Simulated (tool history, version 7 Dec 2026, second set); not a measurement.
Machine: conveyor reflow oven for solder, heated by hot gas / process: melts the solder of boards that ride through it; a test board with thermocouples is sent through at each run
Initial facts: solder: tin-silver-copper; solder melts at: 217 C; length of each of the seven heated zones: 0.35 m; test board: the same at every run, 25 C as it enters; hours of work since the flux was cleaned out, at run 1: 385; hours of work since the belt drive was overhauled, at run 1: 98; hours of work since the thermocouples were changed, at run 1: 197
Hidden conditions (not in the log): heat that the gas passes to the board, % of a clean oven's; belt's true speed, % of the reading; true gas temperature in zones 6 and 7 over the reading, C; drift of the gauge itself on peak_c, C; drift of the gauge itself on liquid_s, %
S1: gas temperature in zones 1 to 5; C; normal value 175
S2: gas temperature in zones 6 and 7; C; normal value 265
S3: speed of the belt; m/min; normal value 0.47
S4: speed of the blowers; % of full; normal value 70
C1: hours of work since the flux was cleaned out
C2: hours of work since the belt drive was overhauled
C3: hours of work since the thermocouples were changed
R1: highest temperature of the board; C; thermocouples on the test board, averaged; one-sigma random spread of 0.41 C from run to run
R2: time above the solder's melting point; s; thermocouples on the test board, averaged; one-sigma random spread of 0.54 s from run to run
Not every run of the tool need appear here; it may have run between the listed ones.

run 1 day=0 | S1=175 S2=265 S3=0.47 S4=70 | C1=385 C2=98 C3=197 | R1=254.3 R2=69.7
run 2 day=0.329 | S1=175 S2=265 S3=0.47 S4=70 | C1=391 C2=104 C3=203 | R1=254.5 R2=70.5
run 3 day=0.683 | S1=190 S2=265 S3=0.47 S4=70 | C1=397 C2=111 C3=209 | R1=256.7 R2=79.1
run 4 day=0.971 | S1=190 S2=265 S3=0.47 S4=70 | C1=402 C2=116 C3=214 | R1=256.4 R2=78.9
run 5 day=1.433 | S1=190 S2=265 S3=0.47 S4=70 | C1=411 C2=124 C3=223 | R1=256.9 R2=79.6
run 6 day=1.788 | S1=190 S2=265 S3=0.47 S4=70 | C1=417 C2=131 C3=229 | R1=256.8 R2=78.1
run 7 day=2.029 | S1=161 S2=265 S3=0.47 S4=70 | C1=421 C2=135 C3=233 | R1=252.9 R2=63.9
run 8 day=2.35 | S1=161 S2=265 S3=0.47 S4=70 | C1=427 C2=141 C3=239 | R1=252.4 R2=64.2
run 9 day=2.946 | S1=161 S2=265 S3=0.47 S4=70 | C1=438 C2=152 C3=250 | R1=251.6 R2=63.1
run 10 day=3.438 | S1=175 S2=265 S3=0.47 S4=70 | C1=447 C2=160 C3=259 | R1=254.7 R2=69.6
-- day=3.675 flux residue cleaned out of gas plates and filters
run 11 day=4.058 | S1=175 S2=265 S3=0.47 S4=70 | C1=7 C2=168 C3=266 | R1=253.7 R2=70.1
run 12 day=4.642 | S1=175 S2=265 S3=0.47 S4=70 | C1=17 C2=179 C3=277 | R1=252.9 R2=69.9
run 13 day=4.904 | S1=175 S2=265 S3=0.47 S4=70 | C1=22 C2=183 C3=282 | R1=253.4 R2=69
run 14 day=5.504 | S1=175 S2=265 S3=0.47 S4=70 | C1=33 C2=194 C3=293 | R1=253.6 R2=69.6
run 15 day=5.8 | S1=175 S2=265 S3=0.47 S4=70 | C1=38 C2=199 C3=298 | R1=253.2 R2=69.4
run 16 day=6.15 | S1=167 S2=275 S3=0.47 S4=70 | C1=45 C2=206 C3=304 | R1=261.7 R2=71.6
run 17 day=6.425 | S1=167 S2=275 S3=0.47 S4=70 | C1=50 C2=211 C3=309 | R1=261.7 R2=72.8
run 18 day=6.792 | S1=175 S2=265 S3=0.449 S4=62 | C1=56 C2=217 C3=316 | R1=253.6 R2=73.6
-- day=7.2 flux residue cleaned out of gas plates and filters, once more
run 19 day=7.475 | S1=166 S2=274 S3=0.47 S4=61 | C1=5 C2=226 C3=324 | R1=262.5 R2=72.3
run 20 day=7.754 | S1=166 S2=276 S3=0.39 S4=66 | C1=10 C2=231 C3=329 | R1=269 R2=93.8
run 21 day=8.208 | S1=175 S2=280 S3=0.47 S4=50 | C1=18 C2=239 C3=338 | R1=268.3 R2=78.3
run 22 day=8.467 | S1=163 S2=265 S3=0.498 S4=70 | C1=23 C2=244 C3=342 | R1=253.1 R2=60.9
run 23 day=8.796 | S1=163 S2=265 S3=0.409 S4=72 | C1=29 C2=250 C3=348 | R1=259 R2=80.4
run 24 day=9.158 | S1=187 S2=265 S3=0.459 S4=62 | C1=35 C2=257 C3=355 | R1=257.1 R2=80.8
run 25 day=9.45 | S1=187 S2=274 S3=0.459 S4=73 | C1=41 C2=262 C3=360 | R1=265.9 R2=85.2
run 26 day=10.038 | S1=187 S2=274 S3=0.459 S4=73 | C1=51 C2=272 C3=371 | R1=266.2 R2=85.7
run 27 day=10.404 | S1=187 S2=274 S3=0.459 S4=73 | C1=58 C2=279 C3=377 | R1=267.1 R2=86.6
run 28 day=10.962 | S1=187 S2=274 S3=0.451 S4=73 | C1=68 C2=289 C3=388 | R1=266.9 R2=87
run 29 day=11.346 | S1=187 S2=274 S3=0.451 S4=73 | C1=75 C2=296 C3=395 | R1=267.4 R2=87.5
run 30 day=11.871 | S1=163 S2=274 S3=0.406 S4=65 | C1=85 C2=306 C3=404 | R1=266.2 R2=86.8

The logged runs with the hidden state left out (each run's random variation unchanged):
run=1 R1=254.9 R2=70.5
run=2 R1=255.1 R2=71.3
run=3 R1=257.1 R2=79.5
run=4 R1=256.7 R2=79.3
run=5 R1=257.2 R2=79.9
run=6 R1=257.1 R2=78.5
run=7 R1=253.6 R2=65
run=8 R1=253.2 R2=65.3
run=9 R1=252.4 R2=64.2
run=10 R1=255.2 R2=70.3
run=11 R1=255.2 R2=71.8
run=12 R1=254.3 R2=71.6
run=13 R1=254.8 R2=70.7
run=14 R1=255 R2=71.3
run=15 R1=254.7 R2=71.1
run=16 R1=263.5 R2=73.1
run=17 R1=263.5 R2=74.2
run=18 R1=254.8 R2=75.1
run=19 R1=261.4 R2=71.3
run=20 R1=267.9 R2=92.7
run=21 R1=267.2 R2=77.3
run=22 R1=252 R2=59.8
run=23 R1=257.8 R2=79.3
run=24 R1=256 R2=79.7
run=25 R1=264.8 R2=84.3
run=26 R1=265.1 R2=84.7
run=27 R1=265.9 R2=85.6
run=28 R1=265.8 R2=86
run=29 R1=266.2 R2=86.4
run=30 R1=265 R2=85.6

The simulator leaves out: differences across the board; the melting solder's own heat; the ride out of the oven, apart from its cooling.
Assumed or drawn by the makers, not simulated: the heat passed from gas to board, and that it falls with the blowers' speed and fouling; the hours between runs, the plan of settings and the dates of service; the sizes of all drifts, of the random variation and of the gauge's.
